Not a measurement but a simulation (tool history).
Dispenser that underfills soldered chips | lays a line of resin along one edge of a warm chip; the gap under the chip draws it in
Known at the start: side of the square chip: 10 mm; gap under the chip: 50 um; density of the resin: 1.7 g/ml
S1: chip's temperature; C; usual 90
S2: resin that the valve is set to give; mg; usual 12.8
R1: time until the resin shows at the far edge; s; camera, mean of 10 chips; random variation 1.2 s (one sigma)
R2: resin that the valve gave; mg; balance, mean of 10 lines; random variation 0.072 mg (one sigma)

run 1 hour=0 | S1=90 S2=12.8 | R1=134.1 R2=12.54
run 2 hour=5.8 | S1=90 S2=12.8 | R1=165.9 R2=12.63
run 3 hour=15.5 | S1=90 S2=12.8 | R1=174.2 R2=12.38
run 4 hour=21.3 | S1=90 S2=15.8 | R1=146 R2=15.48
run 5 hour=26.6 | S1=90 S2=12.8 | R1=127.9 R2=12.44
run 6 hour=38.6 | S1=90 S2=12.8 | R1=141.2 R2=12.35
run 7 hour=47.4 | S1=90 S2=12.1 | R1=139.4 R2=11.64
run 8 hour=58.6 | S1=90 S2=12.1 | R1=155.4 R2=11.66
run 9 hour=70.2 | S1=90 S2=12.1 | R1=175.1 R2=11.54
run 10 hour=79.9 | S1=90 S2=12.1 | R1=172.4 R2=11.43
run 11 hour=86.2 | S1=90 S2=12.1 | R1=159.7 R2=11.48
run 12 hour=97.4 | S1=90 S2=12.1 | R1=168.9 R2=11.41
run 13 hour=103.6 | S1=90 S2=12.1 | R1=147.6 R2=11.32
run 14 hour=108.9 | S1=90 S2=12.1 | R1=182.9 R2=11.31
run 15 hour=119 | S1=90 S2=12.1 | R1=133.3 R2=11.29
run 16 hour=126.2 | S1=90 S2=12.8 | R1=176.6 R2=11.91
run 17 hour=134.9 | S1=90 S2=12.8 | R1=169.9 R2=11.75
run 18 hour=144.2 | S1=77 S2=12.8 | R1=282.2 R2=11.74
run 19 hour=155.7 | S1=81 S2=16 | R1=189.8 R2=14.6
run 20 hour=162.4 | S1=77 S2=11 | R1=316.2 R2=10
run 21 hour=170.1 | S1=103 S2=13.1 | R1=103.4 R2=11.81
run 22 hour=176.6 | S1=103 S2=13.1 | R1=93 R2=11.8
run 23 hour=187.2 | S1=93 S2=14.6 | R1=135 R2=13.05
run 24 hour=194.9 | S1=90 S2=15.7 | R1=142.9 R2=14.02
run 25 hour=200.8 | S1=81 S2=13.7 | R1=246.2 R2=13.64
run 26 hour=209.7 | S1=81 S2=13.7 | R1=242 R2=13.87
run 27 hour=218.7 | S1=93 S2=11.2 | R1=158.5 R2=11.07
run 28 hour=224.8 | S1=80 S2=11.2 | R1=226.6 R2=11.13
run 29 hour=231.3 | S1=80 S2=11.2 | R1=200.1 R2=10.99
run 30 hour=236.2 | S1=77 S2=12.9 | R1=274.5 R2=12.55
run 31 hour=242.7 | S1=77 S2=12.9 | R1=245.1 R2=12.66
run 32 hour=252.8 | S1=77 S2=12.9 | R1=255.4 R2=12.73
run 33 hour=262.3 | S1=92 S2=13.5 | R1=140.9 R2=13.03
run 34 hour=271.4 | S1=92 S2=13.5 | R1=139.9 R2=13.14

Taken out of this log: 30 entries between the listed runs. Where each belongs, and how the hidden state differs across it:
Between runs 2 and 3: new syringe of resin (hour 8.2)
  resin's viscosity, % of fresh resin's: 131.9 -> 138; dose that the valve gives, % of what is set: 98.09 -> 97.62; true chip temperature over the reading, C: -1.56 -> -1.59
  measured less the result without the state, R1: +47.8 -> +55.9 s; R2: -0.25 -> -0.3 mg
Between runs 3 and 4: new syringe of resin (hour 17.5)
  resin's viscosity, % of fresh resin's: 138 -> 116.4; dose that the valve gives, % of what is set: 97.62 -> 97.38; true chip temperature over the reading, C: -1.59 -> -1.61
  measured less the result without the state, R1: +55.9 -> +28.1 s; R2: -0.3 -> -0.42 mg
Between runs 4 and 5: new syringe of resin (hour 26.6)
  resin's viscosity, % of fresh resin's: 116.4 -> 99.3; dose that the valve gives, % of what is set: 97.38 -> 97.13; true chip temperature over the reading, C: -1.61 -> -1.63
  measured less the result without the state, R1: +28.1 -> +7.4 s; R2: -0.42 -> -0.36 mg
Between runs 5 and 6: new syringe of resin (hour 36)
  resin's viscosity, % of fresh resin's: 99.3 -> 110.3; dose that the valve gives, % of what is set: 97.13 -> 96.57; true chip temperature over the reading, C: -1.63 -> -1.67
  measured less the result without the state, R1: +7.4 -> +21.7 s; R2: -0.36 -> -0.44 mg
Between runs 6 and 7: new syringe of resin (hour 45.3)
  resin's viscosity, % of fresh resin's: 110.3 -> 108.5; dose that the valve gives, % of what is set: 96.57 -> 96.19; true chip temperature over the reading, C: -1.67 -> -1.7
  measured less the result without the state, R1: +21.7 -> +19.9 s; R2: -0.44 -> -0.46 mg
Between runs 7 and 8: new syringe of resin (hour 54.3)
  resin's viscosity, % of fresh resin's: 108.5 -> 118.3; dose that the valve gives, % of what is set: 96.19 -> 95.72; true chip temperature over the reading, C: -1.7 -> -1.74
  measured less the result without the state, R1: +19.9 -> +33.6 s; R2: -0.46 -> -0.52 mg
Between runs 8 and 9: new syringe of resin (hour 63.4)
  resin's viscosity, % of fresh resin's: 118.3 -> 134.1; dose that the valve gives, % of what is set: 95.72 -> 95.2; true chip temperature over the reading, C: -1.74 -> -1.79
  measured less the result without the state, R1: +33.6 -> +54.6 s; R2: -0.52 -> -0.58 mg
Between runs 9 and 10: new syringe of resin (hour 72.8)
  resin's viscosity, % of fresh resin's: 134.1 -> 132.4; dose that the valve gives, % of what is set: 95.2 -> 94.73; true chip temperature over the reading, C: -1.79 -> -1.82
  measured less the result without the state, R1: +54.6 -> +52.3 s; R2: -0.58 -> -0.63 mg
Between runs 10 and 11: new syringe of resin (hour 82.1)
  resin's viscosity, % of fresh resin's: 132.4 -> 120.1; dose that the valve gives, % of what is set: 94.73 -> 94.46; true chip temperature over the reading, C: -1.82 -> -1.85
  measured less the result without the state, R1: +52.3 -> +37.2 s; R2: -0.63 -> -0.68 mg
Between runs 11 and 12: new syringe of resin (hour 91.5)
  resin's viscosity, % of fresh resin's: 120.1 -> 127.2; dose that the valve gives, % of what is set: 94.46 -> 93.95; true chip temperature over the reading, C: -1.85 -> -1.89
  measured less the result without the state, R1: +37.2 -> +46.9 s; R2: -0.68 -> -0.73 mg
Between runs 12 and 13: new syringe of resin (hour 100.6)
  resin's viscosity, % of fresh resin's: 127.2 -> 110.7; dose that the valve gives, % of what is set: 93.95 -> 93.69; true chip temperature over the reading, C: -1.89 -> -1.9
  measured less the result without the state, R1: +46.9 -> +25.3 s; R2: -0.73 -> -0.77 mg
Between runs 14 and 15: new syringe of resin (hour 109.8); new syringe of resin (hour 119)
  resin's viscosity, % of fresh resin's: 137.2 -> 100.8; dose that the valve gives, % of what is set: 93.46 -> 93.01; true chip temperature over the reading, C: -1.92 -> -1.96
  measured less the result without the state, R1: +60.9 -> +12.5 s; R2: -0.79 -> -0.85 mg
Between runs 16 and 17: new syringe of resin (hour 128.2)
  resin's viscosity, % of fresh resin's: 134.9 -> 129.8; dose that the valve gives, % of what is set: 92.66 -> 92.25; true chip temperature over the reading, C: -1.98 -> -2.02
  measured less the result without the state, R1: +56.9 -> +50.6 s; R2: -0.93 -> -0.99 mg
Between runs 17 and 18: new syringe of resin (hour 137.5)
  resin's viscosity, % of fresh resin's: 129.8 -> 129.6; dose that the valve gives, % of what is set: 92.25 -> 91.82; true chip temperature over the reading, C: -2.02 -> -2.05
  measured less the result without the state, R1: +50.6 -> +85.3 s; R2: -0.99 -> -1.04 mg
Between runs 18 and 19: new syringe of resin (hour 146.4); new syringe of resin (hour 155.5)
  resin's viscosity, % of fresh resin's: 129.6 -> 103.5; dose that the valve gives, % of what is set: 91.82 -> 91.3; true chip temperature over the reading, C: -2.05 -> -2.09
  measured less the result without the state, R1: +85.3 -> +22 s; R2: -1.04 -> -1.39 mg
Between runs 20 and 21: new syringe of resin (hour 164.8)
  resin's viscosity, % of fresh resin's: 135.4 -> 126.1; dose that the valve gives, % of what is set: 90.98 -> 90.64; true chip temperature over the reading, C: -2.12 -> -2.15
  measured less the result without the state, R1: +109.4 -> +28.7 s; R2: -0.99 -> -1.22 mg
Between runs 21 and 22: new syringe of resin (hour 174.1)
  resin's viscosity, % of fresh resin's: 126.1 -> 112.5; dose that the valve gives, % of what is set: 90.64 -> 90.35; true chip temperature over the reading, C: -2.15 -> -2.17
  measured less the result without the state, R1: +28.7 -> +17.8 s; R2: -1.22 -> -1.26 mg
Between runs 22 and 23: new syringe of resin (hour 183.5)
  resin's viscosity, % of fresh resin's: 112.5 -> 115.1; dose that the valve gives, % of what is set: 90.35 -> 89.87; true chip temperature over the reading, C: -2.17 -> -2.21
  measured less the result without the state, R1: +17.8 -> +28.1 s; R2: -1.26 -> -1.47 mg
Between runs 23 and 24: new syringe of resin (hour 192.7)
  resin's viscosity, % of fresh resin's: 115.1 -> 110.6; dose that the valve gives, % of what is set: 89.87 -> 89.5; true chip temperature over the reading, C: -2.21 -> -2.23
  measured less the result without the state, R1: +28.1 -> +25.1 s; R2: -1.47 -> -1.65 mg
Between runs 24 and 25: dispensing valve cleaned and set on the balance (hour 199.4)
  resin's viscosity, % of fresh resin's: 110.6 -> 134.7; dose that the valve gives, % of what is set: 89.5 -> 99.98; true chip temperature over the reading, C: -2.23 -> -2.25
  measured less the result without the state, R1: +25.1 -> +79 s; R2: -1.65 -> -0.01 mg
Between runs 25 and 26: new syringe of resin (hour 202.9)
  resin's viscosity, % of fresh resin's: 134.7 -> 131.3; dose that the valve gives, % of what is set: 99.98 -> 99.58; true chip temperature over the reading, C: -2.25 -> -2.28
  measured less the result without the state, R1: +79 -> +73.7 s; R2: -0.01 -> -0.05 mg
Between runs 26 and 27: new syringe of resin (hour 211.9)
  resin's viscosity, % of fresh resin's: 131.3 -> 130.7; dose that the valve gives, % of what is set: 99.58 -> 99.2; true chip temperature over the reading, C: -2.28 -> -2.31
  measured less the result without the state, R1: +73.7 -> +47.6 s; R2: -0.05 -> -0.09 mg
Between runs 27 and 28: new syringe of resin (hour 221.6)
  resin's viscosity, % of fresh resin's: 130.7 -> 114.6; dose that the valve gives, % of what is set: 99.2 -> 98.92; true chip temperature over the reading, C: -2.31 -> -2.33
  measured less the result without the state, R1: +47.6 -> +47 s; R2: -0.09 -> -0.12 mg
Between runs 28 and 29: new syringe of resin (hour 231.1)
  resin's viscosity, % of fresh resin's: 114.6 -> 101.8; dose that the valve gives, % of what is set: 98.92 -> 98.64; true chip temperature over the reading, C: -2.33 -> -2.36
  measured less the result without the state, R1: +47 -> +21.9 s; R2: -0.12 -> -0.15 mg
Between runs 30 and 31: new syringe of resin (hour 240.6)
  resin's viscosity, % of fresh resin's: 124 -> 110.6; dose that the valve gives, % of what is set: 98.42 -> 98.14; true chip temperature over the reading, C: -2.37 -> -2.4
  measured less the result without the state, R1: +73.9 -> +44.6 s; R2: -0.2 -> -0.24 mg
Between runs 31 and 32: new syringe of resin (hour 249.5)
  resin's viscosity, % of fresh resin's: 110.6 -> 114; dose that the valve gives, % of what is set: 98.14 -> 97.67; true chip temperature over the reading, C: -2.4 -> -2.43
  measured less the result without the state, R1: +44.6 -> +53.2 s; R2: -0.24 -> -0.3 mg
Between runs 32 and 33: new syringe of resin (hour 258.9)
  resin's viscosity, % of fresh resin's: 114 -> 115.3; dose that the valve gives, % of what is set: 97.67 -> 97.25; true chip temperature over the reading, C: -2.43 -> -2.47
  measured less the result without the state, R1: +53.2 -> +29.8 s; R2: -0.3 -> -0.37 mg
Between runs 33 and 34: new syringe of resin (hour 268.2)
  resin's viscosity, % of fresh resin's: 115.3 -> 113.8; dose that the valve gives, % of what is set: 97.25 -> 96.85; true chip temperature over the reading, C: -2.47 -> -2.5
  measured less the result without the state, R1: +29.8 -> +28.4 s; R2: -0.37 -> -0.42 mg
